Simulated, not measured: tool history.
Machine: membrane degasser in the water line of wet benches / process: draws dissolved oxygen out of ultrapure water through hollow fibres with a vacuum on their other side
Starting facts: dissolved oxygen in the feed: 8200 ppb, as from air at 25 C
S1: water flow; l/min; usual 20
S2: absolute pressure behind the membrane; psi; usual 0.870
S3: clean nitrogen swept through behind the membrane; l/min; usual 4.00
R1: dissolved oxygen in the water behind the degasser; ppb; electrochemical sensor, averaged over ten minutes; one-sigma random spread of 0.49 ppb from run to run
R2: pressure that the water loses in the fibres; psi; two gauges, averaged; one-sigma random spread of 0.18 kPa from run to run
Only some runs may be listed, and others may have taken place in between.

{"run": 1, "hour": 0.0, "S1": 20, "S2": 0.87, "S3": 4.0, "R1": 38.5, "R2": 4.441}
{"run": 2, "hour": 24.3, "S1": 20, "S2": 0.87, "S3": 2.2, "R1": 65.1, "R2": 4.425}
{"run": 3, "hour": 68.5, "S1": 20, "S2": 0.87, "S3": 2.2, "R1": 65.3, "R2": 4.432}
{"run": 4, "hour": 107.5, "S1": 20, "S2": 0.87, "S3": 2.2, "R1": 65.4, "R2": 4.413}
{"run": 5, "hour": 140.3, "S1": 20, "S2": 0.87, "S3": 2.2, "R1": 65.9, "R2": 4.431}
{"run": 6, "hour": 166.0, "S1": 20, "S2": 0.87, "S3": 4.0, "R1": 38.9, "R2": 4.473}
{"run": 7, "hour": 194.5, "S1": 20, "S2": 0.87, "S3": 4.0, "R1": 39.5, "R2": 4.464}
{"run": 8, "hour": 235.9, "S1": 20, "S2": 0.87, "S3": 1.83, "R1": 77.8, "R2": 4.44}
{"run": 9, "hour": 277.9, "S1": 20, "S2": 0.87, "S3": 1.83, "R1": 77.4, "R2": 4.443}
{"run": 10, "hour": 319.0, "S1": 20, "S2": 0.87, "S3": 1.83, "R1": 76.9, "R2": 4.44}
{"run": 11, "hour": 345.1, "S1": 20, "S2": 0.87, "S3": 1.83, "R1": 76.8, "R2": 4.432}
{"run": 12, "hour": 381.8, "S1": 20, "S2": 0.87, "S3": 1.83, "R1": 78.0, "R2": 4.447}
{"run": 13, "hour": 423.3, "S1": 20, "S2": 0.87, "S3": 1.83, "R1": 77.2, "R2": 4.406}
{"run": 14, "hour": 450.8, "S1": 20, "S2": 0.87, "S3": 1.83, "R1": 77.1, "R2": 4.472}
{"run": 15, "hour": 487.3, "S1": 20, "S2": 0.87, "S3": 4.0, "R1": 39.4, "R2": 4.48}
{"run": 16, "hour": 526.5, "S1": 20, "S2": 0.87, "S3": 4.0, "R1": 39.6, "R2": 4.431}
{"hour": 530.8, "done": "vacuum gauge calibrated"}
{"run": 17, "hour": 572.2, "S1": 20, "S2": 0.87, "S3": 2.94, "R1": 50.5, "R2": 4.479}
{"run": 18, "hour": 593.3, "S1": 20, "S2": 1.777, "S3": 4.0, "R1": 115.1, "R2": 4.483}
{"run": 19, "hour": 621.3, "S1": 20, "S2": 0.87, "S3": 3.1, "R1": 49.3, "R2": 4.447}
{"run": 20, "hour": 658.2, "S1": 20, "S2": 0.87, "S3": 3.1, "R1": 48.7, "R2": 4.443}

Run 21 comes next. What will it give?
{"hour": 664.6, "done": "vacuum gauge calibrated, once more"}
{"run": 21, "hour": 681.1, "S1": 23, "S2": 0.92, "S3": 8.76, "R1": "?", "R2": "?"}

Run 21 gave R1 30.5 ppb, R2 5.146 psi.
The same run, on a tool lacking any hidden state, would have yielded R1 29.5 ppb, R2 5.098 psi.
